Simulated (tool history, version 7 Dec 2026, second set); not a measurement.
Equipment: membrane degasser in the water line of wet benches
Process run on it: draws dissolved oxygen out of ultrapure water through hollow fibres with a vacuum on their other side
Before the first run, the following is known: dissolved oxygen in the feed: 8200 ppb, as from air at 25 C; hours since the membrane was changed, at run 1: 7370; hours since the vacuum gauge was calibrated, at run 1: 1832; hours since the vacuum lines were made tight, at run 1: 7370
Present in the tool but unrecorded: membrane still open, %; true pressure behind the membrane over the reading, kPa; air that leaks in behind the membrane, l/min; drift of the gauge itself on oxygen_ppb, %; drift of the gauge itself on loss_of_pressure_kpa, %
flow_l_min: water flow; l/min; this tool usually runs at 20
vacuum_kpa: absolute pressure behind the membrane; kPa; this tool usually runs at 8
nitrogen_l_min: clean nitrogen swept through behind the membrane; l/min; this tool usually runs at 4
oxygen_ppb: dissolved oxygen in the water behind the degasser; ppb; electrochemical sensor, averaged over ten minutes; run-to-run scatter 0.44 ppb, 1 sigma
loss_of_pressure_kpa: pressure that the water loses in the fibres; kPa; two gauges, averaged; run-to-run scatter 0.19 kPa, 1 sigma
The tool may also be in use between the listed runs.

| run | hour | flow_l_min | vacuum_kpa | nitrogen_l_min | hours since the membrane was changed | hours since the vacuum gauge was calibrated | hours since the vacuum lines were made tight | oxygen_ppb | loss_of_pressure_kpa |
|---|---|---|---|---|---|---|---|---|---|
| 1 | 0 | 20 | 8 | 4 | 7370 | 1832 | 7370 | 66.8 | 46.2 |
| 2 | 361.2 | 20 | 8 | 4 | 7731 | 2193 | 7731 | 67.3 | 45.55 |
| 3 | 616.5 | 20 | 8 | 4 | 7986 | 2448 | 7986 | 67.3 | 45.84 |
| 4 | 830.2 | 20 | 8 | 4 | 8200 | 2662 | 8200 | 66.9 | 45.86 |
| 5 | 1013.5 | 20 | 8 | 4 | 8383 | 2845 | 8383 | 67.5 | 45.86 |
| 6 | 1287 | 20 | 8 | 4 | 8657 | 3119 | 8657 | 67.6 | 46.31 |
| 7 | 1515.8 | 20 | 8 | 4 | 8885 | 3348 | 8885 | 66.8 | 46.07 |
| 8 | 1774.4 | 20 | 8 | 4 | 9144 | 3606 | 9144 | 67.7 | 46.26 |
| 9 | 2063.4 | 20 | 12.43 | 4 | 9433 | 3895 | 9433 | 123.2 | 46.25 |
| 10 | 2242.7 | 20 | 8 | 8.08 | 9612 | 4074 | 9612 | 38.7 | 46.13 |
| 11 | 2430.9 | 20 | 8 | 4 | 9800 | 4263 | 9800 | 68.3 | 46.34 |
| 12 | 2751.3 | 20 | 8 | 4 | 10121 | 4583 | 10121 | 68 | 46.16 |
| 13 | 2989 | 20 | 8 | 4 | 10359 | 4821 | 10359 | 69.1 | 46.7 |
| 14 | 3228.4 | 20 | 8 | 4 | 10598 | 5060 | 10598 | 68.5 | 46.65 |
| 15 | 3528.7 | 20 | 8 | 4 | 10898 | 5360 | 10898 | 69.1 | 46.24 |
| 16 | 3787.8 | 20 | 8 | 2.41 | 11157 | 5620 | 11157 | 106 | 46.28 |
|  | 3998.6 | vacuum gauge calibrated |
| 17 | 4096.4 | 20 | 8 | 2.41 | 11465 | 98 | 11465 | 105.8 | 46.34 |
| 18 | 4396.9 | 20 | 8 | 2.41 | 11766 | 398 | 11766 | 106 | 46.05 |
| 19 | 4672.3 | 19 | 8 | 4 | 12041 | 674 | 12041 | 65.8 | 43.92 |
|  | 4832.5 | seals of the vacuum lines changed |
| 20 | 4996.7 | 13 | 8 | 4 | 12364 | 996 | 164 | 40.9 | 30.3 |
| 21 | 5248.8 | 18 | 8.71 | 4 | 12616 | 1248 | 416 | 67.1 | 42.12 |
| 22 | 5521.2 | 20 | 19.3 | 4 | 12888 | 1521 | 689 | 202 | 46.89 |
| 23 | 5777.8 | 22 | 5.01 | 3.65 | 13145 | 1777 | 945 | 37.4 | 51.17 |
| 24 | 6076.7 | 22 | 5.01 | 3.65 | 13444 | 2076 | 1244 | 37.4 | 51.18 |
| 25 | 6391.5 | 23 | 8.24 | 3.65 | 13759 | 2391 | 1559 | 89.5 | 53.9 |
| 26 | 6631 | 23 | 8.24 | 3.03 | 13998 | 2630 | 1799 | 103.2 | 53.56 |
| 27 | 6869.3 | 20 | 7.73 | 10.26 | 14236 | 2869 | 2037 | 30.2 | 46.78 |
| 28 | 7209.1 | 20 | 7.73 | 10.26 | 14576 | 3208 | 2377 | 30.8 | 46.32 |
| 29 | 7400.4 | 20 | 7.73 | 10.26 | 14767 | 3400 | 2568 | 30.4 | 47.11 |
| 30 | 7737.8 | 20 | 7.73 | 10.26 | 15105 | 3737 | 2905 | 30.7 | 46.99 |
| 31 | 8034.5 | 17 | 10.36 | 9.15 | 15402 | 4034 | 3202 | 39.2 | 39.95 |
| 32 | 8302.3 | 17 | 10.36 | 9.15 | 15669 | 4302 | 3470 | 39.1 | 40.13 |

Consider 4 possible next runs. They are alternatives, not a sequence: every one starts from the tool as it was left by run 32. What does each give?
| A | 8475 | 30 | 8 | 11.12 | 15842 | 4474 | 3643 | ? | ? |
| B | 8475 | 20 | 17.04 | 4 | 15842 | 4474 | 3643 | ? | ? |
| C | 8475 | 26 | 12.23 | 2.61 | 15842 | 4474 | 3643 | ? | ? |
| D | 8475 | 16 | 13.27 | 7.96 | 15842 | 4474 | 3643 | ? | ? |

| run | oxygen_ppb | loss_of_pressure_kpa |
|---|---|---|
| A | 55.8 | 70.77 |
| B | 176.8 | 46.96 |
| C | 226.6 | 60.84 |
| D | 55.7 | 37.4 |
What these runs would have given with no unlogged condition in the tool:
| run | oxygen_ppb | loss_of_pressure_kpa |
|---|---|---|
| A | 49.8 | 67.9 |
| B | 171.4 | 45.05 |
| C | 218.9 | 58.37 |
| D | 53.1 | 35.87 |

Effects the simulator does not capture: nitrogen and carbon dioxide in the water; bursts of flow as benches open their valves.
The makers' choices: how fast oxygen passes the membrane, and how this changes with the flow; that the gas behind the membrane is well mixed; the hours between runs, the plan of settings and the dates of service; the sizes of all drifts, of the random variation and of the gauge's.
